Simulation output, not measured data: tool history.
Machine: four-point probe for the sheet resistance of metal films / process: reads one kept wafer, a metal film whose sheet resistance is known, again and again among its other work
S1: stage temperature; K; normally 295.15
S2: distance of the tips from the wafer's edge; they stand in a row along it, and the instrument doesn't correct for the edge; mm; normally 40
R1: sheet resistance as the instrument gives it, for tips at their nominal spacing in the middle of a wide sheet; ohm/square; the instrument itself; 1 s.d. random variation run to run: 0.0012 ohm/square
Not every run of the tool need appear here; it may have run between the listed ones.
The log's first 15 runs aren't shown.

run     day      S1  S2        R1
 16  34.129  295.15  40  6.133625
 17  36.475  295.15  40  6.133511
 18  37.962  295.15  40  6.132814
 19  40.154  295.15  40   6.13191
 20  42.129  295.15  40  6.129836
 21  45.188  295.15  40  6.127728
 22  47.604  295.15  40  6.127004
 23  49.108  295.15  40  6.124285
 24    51.7  295.15  40   6.12183
     54.225  -- new probe head fitted
 25  54.925  294.15  40  6.192512
 26  57.562  295.15   9  6.206632

What will run 27 give?
     59.954  -- stage's thermometer calibrated
 27  60.417  295.15   3   ?

R1: 6.268512 ohm/square
With the hidden condition absent and the run-to-run variation left alone, this run would have shown R1 6.265055 ohm/square.
